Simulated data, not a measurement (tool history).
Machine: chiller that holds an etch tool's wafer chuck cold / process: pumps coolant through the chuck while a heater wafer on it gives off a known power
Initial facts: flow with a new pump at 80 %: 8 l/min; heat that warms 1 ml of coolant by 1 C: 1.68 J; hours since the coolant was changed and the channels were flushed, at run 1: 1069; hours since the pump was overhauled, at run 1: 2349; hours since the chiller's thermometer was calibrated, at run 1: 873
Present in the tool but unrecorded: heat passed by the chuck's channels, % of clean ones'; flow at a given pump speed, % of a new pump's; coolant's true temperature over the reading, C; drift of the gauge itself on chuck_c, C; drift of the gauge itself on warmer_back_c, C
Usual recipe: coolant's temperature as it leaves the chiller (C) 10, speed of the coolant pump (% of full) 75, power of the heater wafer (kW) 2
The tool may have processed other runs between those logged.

| run | hour | coolant's temperature as it leaves the chiller (C) | speed of the coolant pump (% of full) | power of the heater wafer (kW) | hours since the coolant was changed and the channels were flushed | hours since the pump was overhauled | hours since the chiller's thermometer was calibrated | chuck's temperature once it has settled (K) | how much warmer the coolant comes back (C) |
|---|---|---|---|---|---|---|---|---|---|
| 1 | 0 | 10 | 75 | 2 | 1069 | 2349 | 873 | 302.25 | 9.54 |
| 2 | 64.1 | 10 | 75 | 2 | 1133 | 2413 | 937 | 302.35 | 9.5 |
| 3 | 154.5 | 5 | 75 | 2 | 1224 | 2504 | 1028 | 297.45 | 9.49 |
| 4 | 243.4 | 5 | 75 | 2 | 1312 | 2593 | 1116 | 297.45 | 9.51 |
| 5 | 302.8 | 5 | 75 | 2 | 1372 | 2652 | 1176 | 297.35 | 9.49 |
| 6 | 366.4 | 10 | 75 | 2 | 1435 | 2716 | 1239 | 302.55 | 9.53 |
| 7 | 445 | 10 | 75 | 2 | 1514 | 2794 | 1318 | 302.45 | 9.44 |
| 8 | 519.1 | 10 | 75 | 2 | 1588 | 2868 | 1392 | 302.55 | 9.49 |
| 9 | 559 | 10 | 75 | 2.538 | 1628 | 2908 | 1432 | 307.55 | 12.04 |
| 10 | 635.2 | 1 | 75 | 2.688 | 1704 | 2984 | 1508 | 300.05 | 12.77 |
| 11 | 684.6 | 10 | 66 | 1.272 | 1754 | 3034 | 1558 | 296.25 | 6.83 |
| 12 | 766.8 | 11 | 66 | 1.338 | 1836 | 3116 | 1640 | 298.05 | 7.2 |
| 13 | 847.6 | 14 | 69 | 1.338 | 1917 | 3197 | 1721 | 300.55 | 6.88 |
| 14 | 938 | 7 | 77 | 2.683 | 2007 | 3287 | 1811 | 305.65 | 12.42 |
| 15 | 1026.7 | 8 | 86 | 2 | 2096 | 3376 | 1900 | 299.15 | 8.34 |
| 16 | 1098.5 | 8 | 74 | 2.987 | 2168 | 3448 | 1972 | 310.15 | 14.38 |
| 17 | 1153.1 | 19 | 88 | 1.208 | 2222 | 3502 | 2026 | 302.85 | 4.91 |
| 18 | 1219.1 | 19 | 88 | 1.208 | 2288 | 3568 | 2092 | 302.75 | 4.85 |

Below are 4 alternative next runs, each starting from the tool's condition after run 18. Predict each:
| A | 1312.6 | 17 | 75 | 2 | 2382 | 3662 | 2186 | ? | ? |
| B | 1312.6 | 16 | 85 | 2 | 2382 | 3662 | 2186 | ? | ? |
| C | 1312.6 | 19 | 82 | 2.75 | 2382 | 3662 | 2186 | ? | ? |
| D | 1312.6 | 2 | 75 | 2 | 2382 | 3662 | 2186 | ? | ? |

| run | chuck's temperature once it has settled (K) | how much warmer the coolant comes back (C) |
|---|---|---|
| A | 309.45 | 9.55 |
| B | 307.25 | 8.39 |
| C | 317.25 | 11.97 |
| D | 294.45 | 9.46 |
Had the tool no hidden state, the same runs would have come out as:
| run | chuck's temperature once it has settled (K) | how much warmer the coolant comes back (C) |
|---|---|---|
| A | 309.45 | 9.55 |
| B | 307.25 | 8.39 |
| C | 317.25 | 11.96 |
| D | 294.45 | 9.46 |
